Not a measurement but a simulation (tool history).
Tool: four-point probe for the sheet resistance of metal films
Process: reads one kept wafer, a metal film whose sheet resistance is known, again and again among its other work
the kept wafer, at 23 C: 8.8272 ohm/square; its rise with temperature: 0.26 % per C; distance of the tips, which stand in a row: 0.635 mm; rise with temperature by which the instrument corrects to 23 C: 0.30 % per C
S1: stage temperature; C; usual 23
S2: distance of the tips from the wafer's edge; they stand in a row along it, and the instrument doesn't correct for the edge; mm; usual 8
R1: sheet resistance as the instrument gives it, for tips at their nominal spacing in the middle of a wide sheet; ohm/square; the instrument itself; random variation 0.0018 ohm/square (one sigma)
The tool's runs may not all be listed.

run,hour,S1,S2,R1
1,0,23,8,8.855018
2,44.5,18,8,8.875277
3,87.6,18,8,8.877689
4,121.8,18,8,8.874235
5,147.9,18,8,8.873389
6,195.1,18,8,8.872154
7,250.6,18,8,8.873029
8,298.1,18,8,8.873756
9,336.6,18,8,8.874327
10,370.7,29,8,8.839903
11,428.8,29,8,8.834918
12,460.8,29,8,8.834635
13,492.8,29,8,8.837369
14,545.4,29,8,8.833808
15,583,29,8,8.833216
16,639.7,29,8,8.837769
17,664.9,29,8,8.835555
18,720.8,29,8,8.835122
19,770.2,19,8,8.869498
20,829.6,19,8,8.871708
21,867.1,18,35,8.844595

Forecast run 22:
22,905.4,18,35,?

R1: 8.846092 ohm/square
Without the tool's hidden state the same run would have given R1 8.84703 ohm/square.
